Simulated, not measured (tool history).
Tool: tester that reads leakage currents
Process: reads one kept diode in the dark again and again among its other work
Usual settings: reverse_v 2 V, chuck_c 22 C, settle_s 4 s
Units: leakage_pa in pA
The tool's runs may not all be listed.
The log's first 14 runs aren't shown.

run	day	reverse_v	chuck_c	settle_s	leakage_pa
15	27.35	2	22	4	18.12
16	28.592	2	22	4	18.22
17	29.646	2	22	4	18.25
18	30.712	10.77	22	4.56	49.47
19	32.35	10.77	22	4.56	49.69
20	33.604	5.62	22	0.77	33.48
21	34.829	5.62	22	1.92	33.78
22	36.046	1.61	22	4.24	16.51
23	37.183	10.78	22	6.32	50.87
24	39.079	8.79	27	2.9	59.91

Forecast run 25:
25	40.167	2	35	5.92	?

{"run 25": {"leakage_pa": 45.58}}
Without the tool's hidden state the same run would have given leakage_pa 41.16 pA.

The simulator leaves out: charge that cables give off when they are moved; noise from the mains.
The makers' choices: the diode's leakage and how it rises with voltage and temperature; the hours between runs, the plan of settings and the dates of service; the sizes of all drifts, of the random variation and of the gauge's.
